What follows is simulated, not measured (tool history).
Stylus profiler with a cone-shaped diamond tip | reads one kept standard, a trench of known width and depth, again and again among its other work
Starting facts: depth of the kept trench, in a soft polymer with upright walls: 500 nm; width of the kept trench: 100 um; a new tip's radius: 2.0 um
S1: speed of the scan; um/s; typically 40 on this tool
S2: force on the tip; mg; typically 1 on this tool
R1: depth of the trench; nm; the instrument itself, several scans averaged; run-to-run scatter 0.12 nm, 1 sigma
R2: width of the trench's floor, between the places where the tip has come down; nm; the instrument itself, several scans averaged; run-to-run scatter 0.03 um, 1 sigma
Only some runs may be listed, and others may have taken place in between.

{"run": 1, "hour": 0.0, "S1": 40, "S2": 1, "R1": 504.3, "R2": 96850}
{"run": 2, "hour": 13.3, "S1": 40, "S2": 1, "R1": 504.29, "R2": 96800}
{"run": 3, "hour": 23.3, "S1": 40, "S2": 1, "R1": 504.12, "R2": 96860}
{"run": 4, "hour": 34.4, "S1": 40, "S2": 1, "R1": 504.3, "R2": 96810}
{"run": 5, "hour": 44.7, "S1": 97, "S2": 1, "R1": 504.44, "R2": 96230}
{"run": 6, "hour": 56.5, "S1": 97, "S2": 1, "R1": 504.41, "R2": 96280}
{"run": 7, "hour": 64.9, "S1": 97, "S2": 1, "R1": 504.25, "R2": 96270}
{"run": 8, "hour": 74.4, "S1": 16, "S2": 1, "R1": 504.38, "R2": 97040}
{"run": 9, "hour": 85.8, "S1": 16, "S2": 1, "R1": 504.36, "R2": 97050}
{"run": 10, "hour": 93.9, "S1": 40, "S2": 1, "R1": 504.28, "R2": 96800}
{"run": 11, "hour": 103.1, "S1": 40, "S2": 2.36, "R1": 507.26, "R2": 96890}
{"run": 12, "hour": 119.5, "S1": 40, "S2": 1.35, "R1": 505.16, "R2": 96860}
{"run": 13, "hour": 128.7, "S1": 40, "S2": 1.35, "R1": 505.13, "R2": 96840}
{"run": 14, "hour": 139.3, "S1": 40, "S2": 1.35, "R1": 505.14, "R2": 96800}
{"run": 15, "hour": 149.5, "S1": 40, "S2": 2.46, "R1": 507.47, "R2": 96880}
{"run": 16, "hour": 162.1, "S1": 40, "S2": 2.46, "R1": 507.49, "R2": 96880}
{"run": 17, "hour": 175.6, "S1": 40, "S2": 1, "R1": 504.24, "R2": 96700}
{"run": 18, "hour": 191.2, "S1": 40, "S2": 1, "R1": 504.1, "R2": 96780}
{"run": 19, "hour": 204.8, "S1": 40, "S2": 1, "R1": 504.36, "R2": 96790}
{"run": 20, "hour": 213.6, "S1": 40, "S2": 1, "R1": 504.41, "R2": 96720}
{"run": 21, "hour": 221.6, "S1": 13, "S2": 2.08, "R1": 506.89, "R2": 96990}
{"run": 22, "hour": 231.4, "S1": 13, "S2": 2.08, "R1": 506.79, "R2": 97000}
{"run": 23, "hour": 243.0, "S1": 13, "S2": 2.08, "R1": 506.9, "R2": 97000}
{"run": 24, "hour": 256.5, "S1": 15, "S2": 1.71, "R1": 506.13, "R2": 96990}
{"run": 25, "hour": 269.9, "S1": 15, "S2": 1.71, "R1": 505.9, "R2": 96950}
{"run": 26, "hour": 278.8, "S1": 105, "S2": 0.44, "R1": 502.76, "R2": 95530}
{"run": 27, "hour": 293.3, "S1": 15, "S2": 2.63, "R1": 507.91, "R2": 97030}
{"run": 28, "hour": 308.9, "S1": 20, "S2": 0.43, "R1": 502.52, "R2": 96780}
{"run": 29, "hour": 316.1, "S1": 81, "S2": 1.21, "R1": 504.88, "R2": 96380}
{"run": 30, "hour": 329.9, "S1": 81, "S2": 1.21, "R1": 504.88, "R2": 96340}
{"run": 31, "hour": 344.7, "S1": 18, "S2": 2.29, "R1": 507.16, "R2": 96910}
{"run": 32, "hour": 351.6, "S1": 11, "S2": 1.68, "R1": 505.92, "R2": 96970}
{"run": 33, "hour": 358.6, "S1": 40, "S2": 0.39, "R1": 502.51, "R2": 96380}
{"run": 34, "hour": 371.1, "S1": 18, "S2": 2.98, "R1": 508.77, "R2": 96940}
{"run": 35, "hour": 377.8, "S1": 15, "S2": 0.77, "R1": 503.54, "R2": 96840}
{"run": 36, "hour": 388.6, "S1": 75, "S2": 0.84, "R1": 503.83, "R2": 96250}
{"run": 37, "hour": 402.1, "S1": 75, "S2": 0.84, "R1": 504.21, "R2": 96220}
{"run": 38, "hour": 415.6, "S1": 61, "S2": 0.37, "R1": 502.55, "R2": 96010}
{"run": 39, "hour": 423.1, "S1": 16, "S2": 0.42, "R1": 502.71, "R2": 96780}

How would selected steps in R1 from run to run divide? Give the signed amount a tool lacking its hidden state would still show from settings, what came in and random variation, and the signed amount left for the hidden state, including any gauge scatter that is not in both of the compared results.
The tool's hidden condition here consists of: radius of the tip, um; height scale over the true one, %; drift of the gauge itself on depth_nm, %; drift of the gauge itself on floor_um, %.
Run 8 -> 9: nothing adjusted, nothing logged. R1 -0.02 nm: hidden state +0.02, all else -0.04.
Run 15 -> 16: nothing adjusted, nothing logged. R1 +0.02 nm: hidden state +0.02, all else +0.
Run 27 -> 28: S1 15 -> 20, S2 2.63 -> 0.43. R1 -5.39 nm: hidden state +0.01, all else -5.4.
Run 33 -> 34: S1 40 -> 18, S2 0.39 -> 2.98. R1 +6.26 nm: hidden state +0.02, all else +6.24.
Run 34 -> 35: S1 18 -> 15, S2 2.98 -> 0.77. R1 -5.23 nm: hidden state -0.01, all else -5.22.
